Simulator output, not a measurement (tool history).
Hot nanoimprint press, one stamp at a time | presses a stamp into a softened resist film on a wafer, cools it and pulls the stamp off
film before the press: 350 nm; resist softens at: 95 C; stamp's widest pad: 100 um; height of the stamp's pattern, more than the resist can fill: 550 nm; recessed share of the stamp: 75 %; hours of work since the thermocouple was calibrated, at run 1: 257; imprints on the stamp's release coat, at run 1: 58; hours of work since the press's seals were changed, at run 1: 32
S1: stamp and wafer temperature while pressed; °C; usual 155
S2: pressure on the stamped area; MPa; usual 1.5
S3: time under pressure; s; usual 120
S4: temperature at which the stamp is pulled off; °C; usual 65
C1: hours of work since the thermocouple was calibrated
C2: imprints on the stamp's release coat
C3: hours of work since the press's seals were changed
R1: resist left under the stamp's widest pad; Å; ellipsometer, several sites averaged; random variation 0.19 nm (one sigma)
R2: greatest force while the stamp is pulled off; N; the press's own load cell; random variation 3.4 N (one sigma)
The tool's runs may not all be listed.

run,hour,S1,S2,S3,S4,C1,C2,C3,R1,R2
1,0,155,1.5,120,65,257,58,32,1642,183
2,97.6,155,1.5,120,65,313,487,88,1647,178
3,148.9,155,1.5,120,65,342,713,117,1648,183
4,194.6,161,1.5,120,65,368,914,143,1198,179
5,246,155,0.97,120,65,397,1140,172,1957,179
# hour 285.6: plate thermocouple calibrated
6,341.2,155,1.5,120,65,32,1545,225,1656,185
# hour 352.7: stamp cleaned and given a new release coat
7,442.5,155,1.5,120,65,86,394,279,1658,176
8,483.6,155,1.5,120,65,109,575,302,1661,177
9,541.4,155,1.5,120,65,142,829,335,1662,185
10,618.2,148,1.5,120,65,186,1167,379,2343,181
11,677.4,148,1.5,120,65,220,1427,413,2347,180
# hour 711.8: stamp cleaned and given a new release coat
12,779.6,148,1.76,120,65,274,298,467,2237,180
13,836.4,148,1.76,120,65,307,548,500,2241,187
14,908,148,1.76,120,65,347,863,540,2241,185
15,971.4,148,1.76,120,65,383,1141,576,2243,182
16,1028.1,144,1.5,120,54,416,1391,609,2760,219
# hour 1038.4: plate thermocouple calibrated
# hour 1080.1: stamp cleaned and given a new release coat
# hour 1095.5: press's hydraulic seals changed and the load cell set to zero
17,1096.8,144,1.5,120,54,25,38,1,2768,205
18,1156,155,0.97,120,63,59,298,34,1999,182
19,1247.2,155,0.97,120,63,111,699,86,2001,187
20,1319,167,1.5,120,65,152,1015,127,896,179
21,1402.7,143,1.5,62,65,199,1383,175,3170,177
# hour 1447.9: stamp cleaned and given a new release coat
# hour 1464.8: gauge calibrated
22,1464.8,158,1.03,194,65,231,75,207,1362,189
23,1513.5,158,1.03,194,65,259,289,234,1361,181
24,1582,161,1.07,137,58,298,590,273,1325,204
25,1636.2,155,1.09,185,65,329,828,304,1596,182
26,1716,155,2.01,185,56,374,1179,350,1216,199
# hour 1795.2: plate thermocouple calibrated
# hour 1812: stamp cleaned and given a new release coat
27,1822.1,163,2.01,60,56,12,44,405,1267,198
28,1872,163,2.01,60,56,40,263,433,1271,207
29,1938.3,147,1.25,146,53,78,555,471,2447,211
30,1980.3,146,1.34,146,53,102,740,495,2502,202

Forecast each of these 3 alternatives for the next run:
A,2028.5,162,1.19,146,53,129,951,522,?,?
B,2028.5,155,1.5,194,65,129,951,522,?,?
C,2028.5,148,1.5,120,72,129,951,522,?,?

run,R1,R2
A,1172,211
B,1373,186
C,2343,162
Without the tool's hidden state the same runs would have given:
run,R1,R2
A,1160,210
B,1358,185
C,2317,162

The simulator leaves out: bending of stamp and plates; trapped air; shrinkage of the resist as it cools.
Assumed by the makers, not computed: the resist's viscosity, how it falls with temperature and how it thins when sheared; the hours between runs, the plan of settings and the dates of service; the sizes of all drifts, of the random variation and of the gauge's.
